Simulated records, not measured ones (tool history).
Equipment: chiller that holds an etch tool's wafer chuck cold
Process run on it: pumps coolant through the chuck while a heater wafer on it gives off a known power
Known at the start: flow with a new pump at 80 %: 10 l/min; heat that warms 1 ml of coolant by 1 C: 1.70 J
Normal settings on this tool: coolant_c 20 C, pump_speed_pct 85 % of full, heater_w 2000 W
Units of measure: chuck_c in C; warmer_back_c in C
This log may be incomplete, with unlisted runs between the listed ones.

run,hour,coolant_c,pump_speed_pct,heater_w,chuck_c,warmer_back_c
1,0.0,20,85,2000,42.5,6.66
2,173.4,20,85,2000,42.5,6.70
3,294.2,20,85,2000,43.0,6.73
# hour 392.1: coolant changed, channels flushed
4,407.2,20,85,2000,41.2,6.77
5,537.3,20,85,2000,41.1,6.71
6,640.8,20,85,2000,41.4,6.80
# hour 657.5: chiller's thermometer calibrated
7,737.7,21,85,2000,42.5,6.77
8,860.7,20,85,2000,41.3,6.74
9,994.0,20,85,2000,41.6,6.82
10,1067.0,28,85,2000,49.5,6.76
11,1210.6,20,85,2000,41.5,6.85
12,1286.3,24,80,2000,46.4,7.22
13,1447.0,24,80,2000,46.5,7.29
14,1549.8,12,80,2000,34.3,7.22
# hour 1577.2: chiller's thermometer calibrated, once more
15,1665.0,12,92,1119,23.5,3.52

Predict the results of run 16:
16,1752.6,20,66,2369,?,?

Run 16 yielded chuck_c 50.1 C, warmer_back_c 10.52 C.
If the tool had no hidden condition, the same run with the same run-to-run variation would have returned chuck_c 48.8 C, warmer_back_c 10.16 C.

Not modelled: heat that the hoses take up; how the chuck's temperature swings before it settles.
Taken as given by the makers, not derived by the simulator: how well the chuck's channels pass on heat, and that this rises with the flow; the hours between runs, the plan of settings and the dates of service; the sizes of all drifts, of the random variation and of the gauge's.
